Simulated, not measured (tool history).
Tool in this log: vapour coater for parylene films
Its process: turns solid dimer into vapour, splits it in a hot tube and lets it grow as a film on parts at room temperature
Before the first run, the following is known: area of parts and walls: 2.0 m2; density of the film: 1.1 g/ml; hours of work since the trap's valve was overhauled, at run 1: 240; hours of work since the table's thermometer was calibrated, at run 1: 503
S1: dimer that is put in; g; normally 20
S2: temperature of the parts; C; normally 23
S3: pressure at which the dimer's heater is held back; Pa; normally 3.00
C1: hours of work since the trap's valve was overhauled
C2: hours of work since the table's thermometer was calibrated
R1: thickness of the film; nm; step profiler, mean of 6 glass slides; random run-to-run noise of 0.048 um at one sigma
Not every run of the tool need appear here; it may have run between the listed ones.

run   hour  S1  S2     S3   C1   C2    R1
  1    0.0  20  23   3.00  240  503  5140
  2   30.2  20  23   7.42  256  519  4900
  3   44.3  20  23   7.42  264  527  4770
  4   57.0  20  23   3.00  270  533  5180
  5   79.0  20  23   3.00  282  545  5280
  6  102.8  20  23   3.00  295  558  5100
  7  119.4  20  23   3.00  303  566  5130
  8  137.3  20  23   3.00  313  576  5160
  9  153.0  20  23   3.00  321  584  5090
 10  168.6  20  23   3.00  329  592  5110
 11  187.8  18  23   3.00  339  602  4650
 12  207.7  18  23   3.00  350  613  4550
 13  221.4  20  23   4.23  357  620  4950
 14  239.4  20  23   4.23  366  629  4920
 15  265.7  20  23   3.00  380  643  5070
 16  293.1  20  23   3.00  395  658  5050
 17  317.5  20  23   3.00  408  671  5000
 18  348.1  20  23   3.00  424  687  5010
 19  365.6  20  23   3.00  433  696  5040
 20  395.9   8  28   3.00  449  712  1630
 21  425.4   8  28   3.00  464  727  1590
 22  449.5   8  28   3.00  477  740  1600
 23  474.8  33  28   3.00  490  753  6610
 24  496.8  19  28  10.36  502  765  3490
 25  513.0  14  17   2.56  510  773  4570
 26  538.0  11  23   3.00  524  787  2770
 27  567.9  11  23   3.21  539  802  2670
     588.4  -- trap's valve overhauled
 28  598.7  11  23   3.21    5  816  2900
 29  621.2  12  19   2.21   17  828  3820
 30  635.6  12  19   2.21   25  836  3890
 31  657.3  12  19   2.21   36  847  3870
 32  685.7  17  21  10.71   51  862  4360
 33  699.3   9  16   2.61   58  869  3280
 34  728.8  20  34   3.00   74  885  3280
 35  758.7  20  34   4.27   90  901  3130
 36  777.6  17  29   4.27  100  911  3360
 37  800.9  17  29   4.27  112  923  3270

Alternative continuations, all from the tool just after run 37; predict every row:
  A  825.6  17  33  4.27  125  936   ?
  B  825.6  26  23  2.06  125  936   ?
  C  825.6  20  21  3.00  125  936   ?

run    R1
  A  2780
  B  6960
  C  5720
What these runs would have given with no unlogged condition in the tool:
run    R1
  A  2910
  B  7300
  C  6000
